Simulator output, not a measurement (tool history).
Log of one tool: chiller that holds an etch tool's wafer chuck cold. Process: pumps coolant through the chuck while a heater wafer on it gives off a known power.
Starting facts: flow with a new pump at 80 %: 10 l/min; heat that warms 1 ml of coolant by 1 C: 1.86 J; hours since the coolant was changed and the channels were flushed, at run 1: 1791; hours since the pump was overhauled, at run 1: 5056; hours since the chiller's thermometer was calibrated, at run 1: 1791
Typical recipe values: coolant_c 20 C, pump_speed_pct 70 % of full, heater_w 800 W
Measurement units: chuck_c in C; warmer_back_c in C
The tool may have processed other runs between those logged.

run,hour,coolant_c,pump_speed_pct,heater_w,hours since the coolant was changed and the channels were flushed,hours since the pump was overhauled,hours since the chiller's thermometer was calibrated,chuck_c,warmer_back_c
1,0.0,20,70,800,1791,5056,1791,31.4,3.35
2,148.7,11,70,800,1939,5205,1939,22.4,3.29
3,301.8,11,70,800,2092,5358,2092,22.6,3.33
4,462.5,27,70,800,2253,5519,2253,38.7,3.40
5,605.6,27,70,800,2396,5662,2396,38.9,3.40
6,762.9,27,70,800,2554,5819,2554,38.8,3.39
7,939.7,19,70,800,2730,5996,2730,31.0,3.41
8,1073.5,20,88,800,2864,6130,2864,30.0,2.57
9,1212.4,11,70,800,3003,6268,3003,22.9,3.37
10,1348.7,20,70,998,3139,6405,3139,35.1,4.34
# hour 1359.6: chiller's thermometer calibrated
11,1512.4,20,70,998,3302,6567,153,35.2,4.27
12,1638.7,20,70,489,3428,6694,279,27.9,2.17
13,1739.4,20,70,489,3529,6794,380,27.9,2.10
14,1887.4,22,83,588,3677,6942,528,30.2,2.14
# hour 1927.4: chiller's thermometer calibrated, once more
15,2054.5,22,83,588,3843,7109,127,29.7,2.10
16,2180.1,22,83,588,3969,7234,253,29.8,2.09
17,2292.0,22,83,405,4081,7346,365,27.4,1.41

Forecast each of these 4 alternatives for the next run:
A,2395.9,21,84,597,4184,7450,469,?,?
B,2395.9,13,76,418,4184,7450,469,?,?
C,2395.9,12,93,421,4184,7450,469,?,?
D,2395.9,12,93,830,4184,7450,469,?,?

run,chuck_c,warmer_back_c
A,29.1,2.14
B,19.1,1.65
C,17.0,1.36
D,22.2,2.67
Without the tool's hidden state the same runs would have given:
run,chuck_c,warmer_back_c
A,27.8,1.84
B,18.1,1.41
C,16.2,1.17
D,20.6,2.29
